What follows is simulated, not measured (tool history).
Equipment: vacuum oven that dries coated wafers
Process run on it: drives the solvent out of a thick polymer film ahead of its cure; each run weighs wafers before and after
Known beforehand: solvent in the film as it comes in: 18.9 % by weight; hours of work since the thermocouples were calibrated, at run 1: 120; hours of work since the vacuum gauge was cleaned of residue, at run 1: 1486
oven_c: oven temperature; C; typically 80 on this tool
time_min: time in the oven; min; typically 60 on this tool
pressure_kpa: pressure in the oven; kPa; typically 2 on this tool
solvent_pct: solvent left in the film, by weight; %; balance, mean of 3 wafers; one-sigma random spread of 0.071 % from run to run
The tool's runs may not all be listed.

run	hour	oven_c	time_min	pressure_kpa	hours of work since the thermocouples were calibrated	hours of work since the vacuum gauge was cleaned of residue	solvent_pct
1	0	80	60	2	120	1486	6.03
2	106	80	60	2	196	1562	6.16
3	192.4	81	60	2	259	1624	5.91
4	294.3	81	60	2	332	1697	5.85
5	363.7	81	60	2	382	1747	6.09
6	414.6	81	60	2	418	1784	5.97
7	460.2	70	60	2	451	1817	9.75
8	526.9	95	60	2	499	1864	3.09
9	606.9	80	60	7.95	556	1922	15.17
10	712.4	80	60	7.95	632	1998	15.36
11	760.6	80	60	7.54	667	2032	15.01
12	842.3	80	60	7.54	726	2091	14.7
# hour 867.5: vacuum gauge cleaned of residue and calibrated
13	930	80	60	7.54	788	45	13.41
14	991.3	80	64	2	832	89	5.06
15	1096.1	80	60	2.37	907	164	5.92
16	1158.8	80	60	2.37	952	209	5.88
17	1221	80	60	5.35	997	254	10.52
18	1293.9	80	60	5.35	1049	306	10.17
19	1372	80	83	2	1105	363	4.45
20	1433.8	80	83	2	1150	407	4.64
21	1540.9	80	83	2	1227	484	4.65
22	1640.2	80	83	2	1298	555	4.78
23	1746.8	86	83	2	1375	632	3.55
24	1793.5	86	83	2	1408	666	3.7
25	1893	80	62	6.7	1480	737	12.91
26	1974.8	84	76	1.31	1539	796	3.33
27	2026.4	87	60	4.77	1576	833	7.41
28	2070	91	60	2.48	1607	864	3.98
29	2115.5	91	60	2.48	1640	897	3.96
# hour 2187.5: oven's thermocouples calibrated
30	2209.9	67	42	7.44	16	963	18.45
31	2310.7	83	105	1.28	89	1036	2.79
32	2406.6	80	76	5.03	157	1105	9.83
33	2511.2	66	88	1.7	233	1180	8.61
34	2582.2	90	41	1.12	284	1231	3.68
35	2639.2	95	60	6.87	325	1272	7.09
36	2723.5	76	70	5.56	385	1333	12.71
37	2808.5	66	67	5.56	446	1394	18.34
38	2902.8	82	40	2.54	514	1461	7.75
39	2994.5	82	40	2.54	580	1527	7.74

Expected results for the next run?
40	3040.7	75	38	1.4	613	1561	?

solvent_pct: 8.6 %
The same run, on a tool lacking any hidden state, would have yielded solvent_pct 7.51 %.
